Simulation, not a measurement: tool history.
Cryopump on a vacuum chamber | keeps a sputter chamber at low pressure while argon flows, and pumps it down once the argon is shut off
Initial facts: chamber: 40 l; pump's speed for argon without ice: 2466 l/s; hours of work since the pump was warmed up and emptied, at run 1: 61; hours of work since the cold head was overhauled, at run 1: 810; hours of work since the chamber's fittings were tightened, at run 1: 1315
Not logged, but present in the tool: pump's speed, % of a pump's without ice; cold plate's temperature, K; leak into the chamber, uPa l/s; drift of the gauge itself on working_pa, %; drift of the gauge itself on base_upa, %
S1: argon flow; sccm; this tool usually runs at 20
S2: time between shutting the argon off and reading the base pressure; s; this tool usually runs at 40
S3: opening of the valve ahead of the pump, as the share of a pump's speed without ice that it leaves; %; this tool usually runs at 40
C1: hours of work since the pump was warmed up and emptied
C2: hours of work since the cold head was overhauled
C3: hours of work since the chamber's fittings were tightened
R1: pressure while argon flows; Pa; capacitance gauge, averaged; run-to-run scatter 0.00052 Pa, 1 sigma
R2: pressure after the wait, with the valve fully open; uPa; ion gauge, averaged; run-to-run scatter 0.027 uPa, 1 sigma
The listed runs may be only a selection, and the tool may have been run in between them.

| run | day | S1 | S2 | S3 | C1 | C2 | C3 | R1 | R2 |
|---|---|---|---|---|---|---|---|---|---|
| 1 | 0.000 | 20 | 40 | 40 | 61 | 810 | 1315 | 0.0347 | 1.99 |
| 2 | 1.758 | 20 | 35 | 40 | 87 | 835 | 1341 | 0.0343 | 2.21 |
| 3 | 3.075 | 20 | 35 | 40 | 106 | 855 | 1360 | 0.0356 | 2.29 |
| 4 | 4.108 | 20 | 35 | 40 | 121 | 870 | 1375 | 0.0360 | 2.22 |
| 5 | 4.842 | 20 | 40 | 40 | 132 | 881 | 1386 | 0.0337 | 2.05 |
| 6 | 6.262 | 20 | 40 | 40 | 153 | 902 | 1407 | 0.0349 | 2.06 |
| 7 | 7.221 | 20 | 40 | 40 | 167 | 916 | 1421 | 0.0345 | 2.09 |
| 8 | 8.054 | 20 | 40 | 40 | 179 | 928 | 1433 | 0.0344 | 2.15 |
| 9 | 9.150 | 20 | 40 | 40 | 196 | 944 | 1449 | 0.0349 | 2.03 |
| 10 | 10.579 | 20 | 96 | 40 | 217 | 965 | 1470 | 0.0352 | 1.50 |
| 11 | 12.350 | 20 | 40 | 40 | 243 | 991 | 1496 | 0.0341 | 2.13 |
| 12 | 13.446 | 31 | 40 | 40 | 259 | 1007 | 1512 | 0.0545 | 2.13 |
| 13 | 14.321 | 20 | 40 | 40 | 271 | 1020 | 1525 | 0.0341 | 2.26 |
| 14 | 15.900 | 20 | 40 | 40 | 295 | 1043 | 1549 | 0.0357 | 2.20 |
| 15 | 17.008 | 20 | 40 | 40 | 311 | 1060 | 1565 | 0.0347 | 2.20 |
| 16 | 18.529 | 20 | 40 | 40 | 333 | 1082 | 1587 | 0.0359 | 2.21 |
| 17 | 19.521 | 20 | 40 | 40 | 348 | 1096 | 1602 | 0.0360 | 2.24 |
| 18 | 20.862 | 20 | 40 | 40 | 368 | 1116 | 1621 | 0.0359 | 2.19 |
| 19 | 22.162 | 20 | 40 | 40 | 387 | 1135 | 1641 | 0.0355 | 2.28 |
| 20 | 23.688 | 31 | 40 | 44 | 409 | 1158 | 1663 | 0.0520 | 2.30 |
| 21 | 24.575 | 14 | 36 | 59 | 422 | 1171 | 1676 | 0.0164 | 2.42 |
| 22 | 25.379 | 16 | 115 | 51 | 434 | 1183 | 1688 | 0.0226 | 1.58 |
| 23 | 26.933 | 16 | 115 | 51 | 457 | 1205 | 1711 | 0.0219 | 1.59 |
| 24 | 28.500 | 16 | 115 | 51 | 480 | 1228 | 1734 | 0.0231 | 1.67 |
| 25 | 30.250 | 16 | 115 | 51 | 506 | 1254 | 1759 | 0.0229 | 1.62 |
| 26 | 31.942 | 16 | 115 | 51 | 530 | 1279 | 1784 | 0.0234 | 1.74 |
| 27 | 33.617 | 35 | 115 | 51 | 555 | 1304 | 1809 | 0.0501 | 1.68 |
| 28 | 35.242 | 20 | 97 | 40 | 579 | 1328 | 1833 | 0.0360 | 1.84 |
| 29 | 36.317 | 20 | 97 | 40 | 595 | 1343 | 1849 | 0.0369 | 1.82 |
| 30 | 37.121 | 20 | 91 | 44 | 607 | 1355 | 1860 | 0.0343 | 1.85 |
| 31 | 38.842 | 20 | 91 | 44 | 632 | 1380 | 1886 | 0.0335 | 1.86 |
| 32 | 40.438 | 20 | 156 | 40 | 655 | 1404 | 1909 | 0.0366 | 1.68 |
| 33 | 41.479 | 15 | 22 | 52 | 671 | 1419 | 1924 | 0.0212 | 3.33 |

Consider 3 possible next runs. They are alternatives, not a sequence: every one starts from the tool as it was left by run 33. What does each give?
|  | 42.138 | leaking fittings of the chamber tightened, without venting |
| A | 42.296 | 18 | 40 | 40 | 681 | 1430 | 2 | ? | ? |
|  | 42.138 | leaking fittings of the chamber tightened, without venting |
| B | 42.296 | 16 | 40 | 20 | 681 | 1430 | 2 | ? | ? |
|  | 42.138 | leaking fittings of the chamber tightened, without venting |
| C | 42.296 | 20 | 40 | 22 | 681 | 1430 | 2 | ? | ? |

| run | R1 | R2 |
|---|---|---|
| A | 0.0330 | 1.30 |
| B | 0.0557 | 1.24 |
| C | 0.0648 | 1.24 |
Had the tool no hidden state, the same runs would have come out as:
| run | R1 | R2 |
|---|---|---|
| A | 0.0309 | 1.26 |
| B | 0.0539 | 1.21 |
| C | 0.0625 | 1.21 |

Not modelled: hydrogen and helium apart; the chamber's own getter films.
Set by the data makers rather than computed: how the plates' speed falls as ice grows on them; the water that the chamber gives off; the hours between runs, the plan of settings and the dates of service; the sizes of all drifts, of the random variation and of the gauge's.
